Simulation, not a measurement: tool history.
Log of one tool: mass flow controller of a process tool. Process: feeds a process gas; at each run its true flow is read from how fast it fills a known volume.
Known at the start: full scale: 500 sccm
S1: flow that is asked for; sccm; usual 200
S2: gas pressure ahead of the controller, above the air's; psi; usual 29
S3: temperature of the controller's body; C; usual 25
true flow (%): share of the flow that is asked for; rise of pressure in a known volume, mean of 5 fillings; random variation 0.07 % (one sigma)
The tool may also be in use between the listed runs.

run 1 hour=0 | S1=200 S2=29 S3=25 | true_flow_(%)=97.56
run 2 hour=113.1 | S1=200 S2=29 S3=25 | true_flow_(%)=97.57
run 3 hour=254.9 | S1=200 S2=29 S3=25 | true_flow_(%)=97.47
run 4 hour=353.6 | S1=200 S2=30 S3=25 | true_flow_(%)=97.54
run 5 hour=475.9 | S1=200 S2=29 S3=24 | true_flow_(%)=97.46
run 6 hour=564.4 | S1=200 S2=29 S3=24 | true_flow_(%)=97.41
-- hour=575.8 controller's zero set anew
run 7 hour=641.1 | S1=92 S2=29 S3=31 | true_flow_(%)=95.61

Forecast run 8:
run 8 hour=755.2 | S1=193 S2=32.1 S3=20 | true_flow_(%)=?

Run 8 gave true flow (%) 96.65.
Without the tool's hidden state the same run would have given true flow (%) 97.96.
